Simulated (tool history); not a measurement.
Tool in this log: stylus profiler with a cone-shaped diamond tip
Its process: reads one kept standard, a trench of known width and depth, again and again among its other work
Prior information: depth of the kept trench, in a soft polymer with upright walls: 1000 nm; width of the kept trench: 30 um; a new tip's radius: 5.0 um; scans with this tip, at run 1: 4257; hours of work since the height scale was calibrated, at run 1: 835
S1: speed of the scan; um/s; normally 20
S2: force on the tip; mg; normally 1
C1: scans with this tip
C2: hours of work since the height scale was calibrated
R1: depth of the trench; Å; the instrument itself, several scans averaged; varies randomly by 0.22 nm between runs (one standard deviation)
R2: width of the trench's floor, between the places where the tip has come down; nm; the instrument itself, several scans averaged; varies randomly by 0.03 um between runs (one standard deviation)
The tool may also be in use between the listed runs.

run    hour  S1    S2    C1    C2       R1     R2
  1       0  20     1  4257   835  10108.6  23380
  2      52  20     1  4371   857  10104.6  23330
  3     106  20     1  4490   880  10106.3  23350
  4   151.3  20  1.72  4589   900    10139  23370
  5   180.3  20  1.72  4653   912  10141.1  23320
  6   235.2  20  1.72  4773   936  10142.2  23270
  7   301.4  20  1.72  4919   964  10145.1  23260
  8   352.3  20  1.72  5030   986  10144.3  23290
  9   402.8  20  1.72  5141  1008  10144.5  23190
 10   457.5  20  1.72  5261  1031    10145  23200
 11   498.4  20  1.72  5351  1049  10148.9  23250
 12   538.7  26  1.72  5439  1066  10146.9  23250
 13   598.5  26  1.72  5571  1092    10147  23140
 14     651  26  1.72  5686  1115    10150  23140
 15   715.7  20  1.51  5828  1143  10141.7  23130
 16   758.2  19     1  5921  1161  10119.3  23140
 17   791.2  20  2.65  5994  1175  10185.9  23230
 18   856.1  20     1  6136  1203  10119.6  23130
 19   922.1   9     1  6281  1231    10121  23130
 20   977.8  20     1  6403  1255  10124.6  23100
 21  1042.6  20     1  6545  1283  10122.1  23060
 22  1078.1  20     1  6623  1298  10123.5  23040
 23  1118.4  20     1  6712  1316  10122.4  23000
 24  1153.7  20     1  6789  1331  10125.6  23010
 25  1206.2  20   1.9  6904  1354  10167.3  23030
 26    1234  60  0.53  6966  1366    10102  22580
 27  1300.3  29  0.59  7111  1394  10102.5  22820
 28  1362.6  29  0.59  7248  1421  10104.4  22810
 29  1420.5  20  2.96  7375  1446  10207.3  23040
 30  1447.4  27  1.29  7434  1457    10142  22880
 31  1480.4  27  1.29  7506  1472  10144.1  22890
 32  1509.7  27  1.29  7571  1484  10138.6  22890
 33  1540.9  27  1.29  7639  1498  10145.3  22880
 34  1569.7  27  1.29  7702  1510  10148.8  22850
 35  1618.4  27  1.29  7809  1531  10147.3  22870
 36  1662.3  58  0.76  7906  1550  10119.4  22560
 37  1702.8  33  1.21  7994  1567  10142.5  22830
 38  1732.4  26  0.54  8059  1580  10112.3  22770
 39  1764.9   8  0.41  8131  1594  10098.1  22890
 40  1819.6  40     1  8251  1618  10135.5  22700
 41  1865.4   6     1  8351  1637  10130.3  22900
     1925.4  -- height scale calibrated on a step standard
 42  1928.6  20  0.75  8489     1    10061  22770
 43  1957.4  16  0.37  8552    14  10036.3  22730
 44    1996  31  0.82  8637    30  10060.7  22740
 45  2037.4  15  2.13  8728    48  10122.1  22810
 46  2090.2  47  0.94  8844    71  10074.1  22550

What if the next run were any one of these 3? Each begins from the tool's condition after run 46:
  A  2123.9  13  0.51  8918  85   ?   ?
  B  2123.9  10  1.86  8918  85   ?   ?
  C  2123.9  25  0.94  8918  85   ?   ?

run       R1     R2
  A  10049.7  22760
  B    10109  22820
  C  10070.4  22690
With no hidden state in the tool, these same runs would have given:
run       R1     R2
  A  10047.8  23900
  B    10107  23960
  C  10068.4  23840
